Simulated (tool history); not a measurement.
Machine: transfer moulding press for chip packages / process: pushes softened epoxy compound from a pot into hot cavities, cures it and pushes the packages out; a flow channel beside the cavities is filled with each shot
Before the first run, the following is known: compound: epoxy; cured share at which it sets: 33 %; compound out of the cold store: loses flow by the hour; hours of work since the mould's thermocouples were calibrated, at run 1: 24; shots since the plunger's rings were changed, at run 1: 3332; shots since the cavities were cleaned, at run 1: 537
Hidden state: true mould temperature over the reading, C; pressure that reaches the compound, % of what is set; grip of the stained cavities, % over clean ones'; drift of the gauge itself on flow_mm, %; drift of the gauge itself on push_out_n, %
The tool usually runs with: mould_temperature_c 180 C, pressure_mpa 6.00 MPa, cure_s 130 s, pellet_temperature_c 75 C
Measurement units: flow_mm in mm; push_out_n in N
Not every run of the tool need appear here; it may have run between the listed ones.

run	day	mould_temperature_c	pressure_mpa	cure_s	pellet_temperature_c	hours of work since the mould's thermocouples were calibrated	shots since the plunger's rings were changed	shots since the cavities were cleaned	incoming compound's hours out of the cold store	flow_mm	push_out_n
1	0.000	180	6.00	130	75	24	3332	537	43.3	783	333
2	0.433	180	6.00	130	75	31	3439	644	11.6	862	359
3	0.646	180	6.00	130	75	35	3492	697	22.2	836	365
4	0.900	180	6.00	130	75	39	3554	759	18.6	843	363
# day 1.179: cavities cleaned with cleaning compound and waxed
5	1.283	180	6.00	130	75	44	3634	27	27.6	821	225
6	1.692	180	6.00	130	75	50	3734	127	9.7	864	263
7	2.033	180	6.00	130	75	56	3819	212	12.9	857	288
8	2.292	180	6.00	130	78	60	3883	276	9.8	864	308
# day 2.612: plunger's sealing rings changed
9	2.725	180	6.00	130	78	65	27	357	42.2	803	311
10	3.183	180	6.00	130	80	73	140	470	10.4	885	346
11	3.600	180	6.00	130	75	79	243	573	25.7	844	359
# day 3.717: mould's thermocouples calibrated
12	4.121	180	6.00	130	75	7	352	682	8.6	891	388
13	4.604	180	6.00	130	75	14	471	801	35.7	818	379
# day 4.733: cavities cleaned with cleaning compound and waxed
14	4.933	180	6.00	130	75	19	537	50	44.4	796	228
# day 5.317: mould's thermocouples calibrated, once more
15	5.329	180	6.00	130	75	0	614	127	22.2	850	251
16	5.567	185	6.00	131	82	4	673	186	42.7	785	257
17	5.896	175	5.15	131	80	9	753	266	32.8	778	355
18	6.279	180	6.00	122	84	15	848	361	42.7	796	343
19	6.579	187	6.00	127	77	20	922	435	28.3	813	304
20	6.892	180	6.00	130	72	25	999	512	25.9	840	343
21	7.225	180	6.00	130	72	31	1082	595	46.5	787	363
22	7.617	180	6.00	130	72	37	1179	692	23.4	844	390
23	8.042	182	7.41	136	81	44	1284	797	8.2	974	361
# day 8.154: cavities cleaned with cleaning compound and waxed
24	8.367	175	7.41	136	81	48	1349	53	26.8	945	278
25	8.833	175	7.41	136	81	55	1464	168	47.2	887	310
26	9.204	180	6.00	113	75	61	1555	259	8.2	884	360
27	9.667	175	5.12	113	75	69	1670	374	33.6	769	559
28	10.058	180	6.75	130	73	75	1766	470	47.2	828	330
29	10.421	176	5.59	129	73	81	1856	560	40.8	781	430
30	10.742	176	6.00	169	81	86	1935	639	12.5	880	353

Some steps in flow_mm, run to run, broken into two amounts with sign: the step expected even without the hidden condition (settings, incoming material, random variation), and the rest, left for the hidden condition together with whatever gauge scatter is not in both the measured and the hidden-condition-free result:
Run 1 -> 2: no setting changed, nothing entered. flow_mm +79 mm: hidden state -3, all else +82.
Run 8 -> 9: plunger's sealing rings changed. flow_mm -61 mm: hidden state +23, all else -84.
Run 14 -> 15: mould's thermocouples calibrated, once more. flow_mm +54 mm: hidden state -2, all else +56.
Run 22 -> 23: mould_temperature_c 180 -> 182, pressure_mpa 6.00 -> 7.41, cure_s 130 -> 136, pellet_temperature_c 72 -> 81. flow_mm +130 mm: hidden state -2, all else +132.
Run 26 -> 27: mould_temperature_c 180 -> 175, pressure_mpa 6.00 -> 5.12. flow_mm -115 mm: hidden state +1, all else -116.
Run 29 -> 30: pressure_mpa 5.59 -> 6.00, cure_s 129 -> 169, pellet_temperature_c 73 -> 81. flow_mm +99 mm: hidden state -2, all else +101.
